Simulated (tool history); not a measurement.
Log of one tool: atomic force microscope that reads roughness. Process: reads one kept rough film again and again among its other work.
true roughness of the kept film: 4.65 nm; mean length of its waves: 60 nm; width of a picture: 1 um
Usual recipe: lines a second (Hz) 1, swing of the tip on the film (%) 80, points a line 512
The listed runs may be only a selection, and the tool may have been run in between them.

run,hour,lines a second (Hz),swing of the tip on the film (%),points a line,roughness of the kept film (nm (root mean square))
1,0,1,80,512,4.09
2,7.4,0.53,80,512,4.304
3,20.4,0.53,80,512,4.28
4,37.4,0.53,80,512,4.278
5,55.2,0.53,80,512,4.283
6,68.6,0.53,80,512,4.304
7,78.6,0.53,80,512,4.262
8,92.6,0.53,80,512,4.301
9,101.1,0.84,86,820,4.068
10,112,3.04,74,818,3.668
11,125.7,3.04,74,818,3.656
12,138.7,2.56,56,386,4.266
13,146.5,2.56,56,386,4.237

Removed from this log: 2 entries logged between the listed runs. Between which two listed runs does each belong, and how does the tool's hidden state at the listed run before it compare with that at the listed run after it?
Between runs 4 and 5: new tip fitted (hour 48)
  radius of the tip, nm: 5.3 -> 5
Between runs 11 and 12: new tip fitted (hour 138.4)
  radius of the tip, nm: 5.3 -> 5
